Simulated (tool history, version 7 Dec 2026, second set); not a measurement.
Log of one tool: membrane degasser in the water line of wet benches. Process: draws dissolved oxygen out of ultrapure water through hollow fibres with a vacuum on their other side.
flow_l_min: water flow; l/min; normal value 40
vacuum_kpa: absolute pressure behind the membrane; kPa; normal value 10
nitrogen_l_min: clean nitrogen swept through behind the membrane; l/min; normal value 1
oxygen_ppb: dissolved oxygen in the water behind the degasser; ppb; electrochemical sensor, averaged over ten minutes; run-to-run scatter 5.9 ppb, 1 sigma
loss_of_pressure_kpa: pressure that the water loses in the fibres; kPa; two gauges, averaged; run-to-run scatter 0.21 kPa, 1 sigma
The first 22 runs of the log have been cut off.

run,hour,flow_l_min,vacuum_kpa,nitrogen_l_min,oxygen_ppb,loss_of_pressure_kpa
23,2262.1,42,7.8,2.46,364.5,53.23
24,2368.7,24,9.3,2.46,164.6,30.35
25,2497.3,36,12,0.6,1008.3,45.23
26,2593.5,36,12,0.6,996.4,45.52
# hour 2685.6: vacuum gauge calibrated, once more
27,2718.3,36,12,0.6,962.5,45.47
28,2799.9,30,10,2.56,241.4,37.75
29,2906.5,30,10,2.56,239.4,38.24
30,3032.8,30,10,2.56,238.1,37.84
31,3169.7,30,7.9,1,350.1,38.1

Each row is a separate what-if for the run after 31, all from the same tool condition, not one after another. Results?
A,3257.4,60,16.8,1.76,?,?
B,3257.4,30,7.9,0.67,?,?
C,3257.4,33,14.7,1,?,?

run,oxygen_ppb,loss_of_pressure_kpa
A,1282.9,75.63
B,448.5,38.29
C,811.8,42
Take away the tool's hidden state, keep each run's random variation, and the runs would have read:
run,oxygen_ppb,loss_of_pressure_kpa
A,1242.4,72.99
B,439.8,36.96
C,799.1,40.54

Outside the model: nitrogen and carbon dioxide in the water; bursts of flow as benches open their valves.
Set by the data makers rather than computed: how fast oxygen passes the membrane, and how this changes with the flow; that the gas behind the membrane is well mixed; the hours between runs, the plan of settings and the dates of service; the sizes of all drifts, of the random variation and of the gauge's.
